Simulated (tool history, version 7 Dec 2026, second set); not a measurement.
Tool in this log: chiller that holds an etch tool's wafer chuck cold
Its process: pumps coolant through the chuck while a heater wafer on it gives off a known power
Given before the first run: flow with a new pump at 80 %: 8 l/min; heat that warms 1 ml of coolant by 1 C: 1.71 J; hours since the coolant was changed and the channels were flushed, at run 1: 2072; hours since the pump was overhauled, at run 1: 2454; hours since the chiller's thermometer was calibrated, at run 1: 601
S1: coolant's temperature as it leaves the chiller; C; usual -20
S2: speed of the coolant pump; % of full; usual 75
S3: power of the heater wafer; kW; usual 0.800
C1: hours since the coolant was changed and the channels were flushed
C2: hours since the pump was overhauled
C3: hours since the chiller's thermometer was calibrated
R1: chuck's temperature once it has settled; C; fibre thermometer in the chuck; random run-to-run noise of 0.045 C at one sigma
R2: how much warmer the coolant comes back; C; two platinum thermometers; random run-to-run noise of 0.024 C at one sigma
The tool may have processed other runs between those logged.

Run 1, hour 0.0: usual settings; C1 2072; C2 2454; C3 601. Result: R1 -13.38 C, R2 3.95 C.
Run 2, hour 201.4: usual settings; C1 2274; C2 2655; C3 803. Result: R1 -13.36 C, R2 3.95 C.
Run 3, hour 409.0: usual settings; C1 2481; C2 2863; C3 1010. Result: R1 -13.22 C, R2 3.95 C.
Run 4, hour 508.4: usual settings; C1 2581; C2 2962; C3 1110. Result: R1 -13.26 C, R2 3.94 C.
Run 5, hour 699.6: usual settings; C1 2772; C2 3153; C3 1301. Result: R1 -13.22 C, R2 4.03 C.
Run 6, hour 898.8: usual settings but S2 86 % of full; C1 2971; C2 3352; C3 1500. Result: R1 -13.86 C, R2 3.43 C.
Run 7, hour 1093.2: usual settings; C1 3165; C2 3547; C3 1694. Result: R1 -13.13 C, R2 4.02 C.
Run 8, hour 1258.1: usual settings but S1 -13 C; C1 3330; C2 3712; C3 1859. Result: R1 -6.19 C, R2 4.05 C.
Run 9, hour 1396.2: usual settings; C1 3468; C2 3850; C3 1998. Result: R1 -13.09 C, R2 4.07 C.
Run 10, hour 1519.5: usual settings but S3 0.774 kW; C1 3592; C2 3973; C3 2121. Result: R1 -13.19 C, R2 3.96 C.
At hour 1558.8: coolant changed, channels flushed.
Run 11, hour 1627.7: usual settings but S1 -21 C; C1 69; C2 4075; C3 2223. Result: R1 -14.81 C, R2 4.06 C.
Run 12, hour 1826.5: usual settings but S1 -21 C; C1 268; C2 4274; C3 2422. Result: R1 -14.75 C, R2 4.10 C.
Run 13, hour 1926.3: usual settings but S1 -21 C; C1 368; C2 4374; C3 2522. Result: R1 -14.68 C, R2 4.08 C.
Run 14, hour 2108.5: usual settings; C1 550; C2 4556; C3 2704. Result: R1 -13.79 C, R2 4.10 C.
Run 15, hour 2318.0: usual settings but S2 83 % of full; C1 759; C2 4766; C3 2913. Result: R1 -14.21 C, R2 3.73 C.
Run 16, hour 2405.4: usual settings but S2 83 % of full, S3 0.441 kW; C1 847; C2 4853; C3 3001. Result: R1 -17.01 C, R2 2.07 C.
Run 17, hour 2521.5: usual settings but S2 77 % of full, S3 1.111 kW; C1 963; C2 4969; C3 3117. Result: R1 -11.28 C, R2 5.65 C.
Run 18, hour 2703.0: usual settings but S2 77 % of full, S3 1.111 kW; C1 1144; C2 5151; C3 3298. Result: R1 -11.11 C, R2 5.59 C.
Run 19, hour 2814.4: usual settings but S2 77 % of full, S3 1.111 kW; C1 1256; C2 5262; C3 3410. Result: R1 -11.16 C, R2 5.66 C.
At hour 2883.2: coolant pump overhauled.
Run 20, hour 2976.7: usual settings but S2 86 % of full, S3 0.460 kW; C1 1413; C2 94; C3 3567. Result: R1 -17.26 C, R2 1.85 C.
Run 21, hour 3165.5: usual settings but S2 86 % of full, S3 0.460 kW; C1 1602; C2 282; C3 3756. Result: R1 -17.22 C, R2 1.90 C.
Run 22, hour 3277.6: usual settings but S1 -17 C, S2 95 % of full, S3 1.050 kW; C1 1714; C2 394; C3 3868. Result: R1 -10.45 C, R2 3.89 C.
Run 23, hour 3474.7: usual settings but S1 -12 C, S2 74 % of full; C1 1911; C2 592; C3 4065. Result: R1 -6.03 C, R2 3.84 C.
At hour 3546.2: chiller's thermometer calibrated.
Run 24, hour 3594.4: usual settings but S1 -19 C, S2 95 % of full, S3 0.519 kW; C1 2030; C2 710; C3 48. Result: R1 -15.42 C, R2 1.92 C.
Run 25, hour 3784.0: usual settings but S1 -14 C, S2 100 % of full, S3 0.583 kW; C1 2219; C2 900; C3 238. Result: R1 -10.07 C, R2 2.08 C.
Run 26, hour 3937.8: usual settings but S1 -16 C, S2 93 % of full, S3 1.032 kW; C1 2373; C2 1054; C3 392. Result: R1 -8.70 C, R2 3.97 C.
Run 27, hour 4034.1: usual settings but S1 -12 C, S2 81 % of full, S3 1.103 kW; C1 2469; C2 1150; C3 488. Result: R1 -3.19 C, R2 4.88 C.
Run 28, hour 4230.1: usual settings but S1 -11 C, S2 79 % of full, S3 0.819 kW; C1 2665; C2 1346; C3 684. Result: R1 -4.34 C, R2 3.78 C.
Run 29, hour 4322.2: usual settings but S3 1.076 kW; C1 2757; C2 1438; C3 776. Result: R1 -10.83 C, R2 5.20 C.
Run 30, hour 4528.6: usual settings but S1 -21 C, S2 93 % of full, S3 1.076 kW; C1 2964; C2 1644; C3 982. Result: R1 -13.20 C, R2 4.21 C.
Run 31, hour 4658.1: usual settings but S1 -10 C, S3 1.081 kW; C1 3093; C2 1774; C3 1112. Result: R1 -0.76 C, R2 5.27 C.

Selected run-to-run steps in R1, each split into two signed amounts: the part the tool would show with no hidden state at all (from settings, incoming material and random variation), and the remainder, which goes to the hidden state together with any gauge scatter not common to the measured and the hidden-state-free results:
The hidden state here: heat passed by the chuck's channels, % of clean ones'; flow at a given pump speed, % of a new pump's; coolant's true temperature over the reading, C; drift of the gauge itself on chuck_c, C; drift of the gauge itself on warmer_back_c, C.
Run 7 -> 8: S1 -20 -> -13. R1 +6.94 C: hidden state +0.03, all else +6.91.
Run 10 -> 11: S1 -20 -> -21, S3 0.774 -> 0.800, coolant changed, channels flushed. R1 -1.62 C: hidden state -0.72, all else -0.90.
Run 16 -> 17: S2 83 -> 77, S3 0.441 -> 1.111. R1 +5.73 C: hidden state +0.56, all else +5.17.
Run 19 -> 20: S2 77 -> 86, S3 1.111 -> 0.460, coolant pump overhauled. R1 -6.10 C: hidden state -0.90, all else -5.20.
Run 23 -> 24: S1 -12 -> -19, S2 74 -> 95, S3 0.800 -> 0.519, chiller's thermometer calibrated. R1 -9.39 C: hidden state +0.46, all else -9.85.
Run 30 -> 31: S1 -21 -> -10, S2 93 -> 75, S3 1.076 -> 1.081. R1 +12.44 C: hidden state +0.17, all else +12.27.
